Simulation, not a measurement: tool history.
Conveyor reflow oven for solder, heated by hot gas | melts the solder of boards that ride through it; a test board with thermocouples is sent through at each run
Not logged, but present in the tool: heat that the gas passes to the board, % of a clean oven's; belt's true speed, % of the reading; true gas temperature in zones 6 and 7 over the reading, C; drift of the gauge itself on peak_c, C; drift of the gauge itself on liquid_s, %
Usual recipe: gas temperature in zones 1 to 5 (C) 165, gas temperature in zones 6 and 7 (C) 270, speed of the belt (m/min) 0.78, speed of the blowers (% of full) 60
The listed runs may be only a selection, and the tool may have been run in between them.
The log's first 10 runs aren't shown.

run	hour	gas temperature in zones 1 to 5 (C)	gas temperature in zones 6 and 7 (C)	speed of the belt (m/min)	speed of the blowers (% of full)	hours of work since the flux was cleaned out	hours of work since the belt drive was overhauled	hours of work since the thermocouples were changed	highest temperature of the board (C)	time above the solder's melting point (s)
11	66.4	165	270	0.78	60	103	44	32	251.4	37.49
12	70.1	165	270	0.78	60	104	46	34	251.35	37.46
13	74.7	165	270	0.78	60	106	48	36	251.3	37.43
14	80	165	270	0.78	60	108	50	38	251.26	37.48
15	83.9	165	270	0.78	60	110	51	39	251.26	37.48
16	88.4	165	270	0.78	60	111	53	41	251.44	37.32
17	94	160	277	0.907	71	114	55	43	253.55	31.95
18	98.4	160	277	0.907	71	115	57	45	253.45	31.83
19	103.1	161	277	0.808	81	117	59	47	260.51	39.93
20	107.1	161	277	0.808	81	119	61	49	260.39	40.06
21	113.8	161	277	0.808	81	122	63	51	260.43	39.94
22	118.7	171	274	0.891	51	124	65	53	247.53	30.76
23	123.1	165	273	0.632	50	125	67	55	258.3	51.18
24	129.2	165	270	0.747	60	128	70	57	252.66	40.18
25	137.9	165	270	0.747	60	131	73	61	252.68	40.05
26	141.8	177	270	0.747	82	133	75	62	258.71	46.66
27	149.6	174	261	0.879	61	136	78	66	241.26	28.94
28	156.2	174	261	0.879	61	139	80	68	241.35	28.84

Expected results for the next run?
29	163.4	174	283	0.622	77	141	83	71	?	?

Run 29 gave highest temperature of the board (C) 274.13, time above the solder's melting point (s) 61.93.
On a tool with no hidden condition, and with the same random variation, this run would have come out at highest temperature of the board (C) 274.98, time above the solder's melting point (s) 62.11.
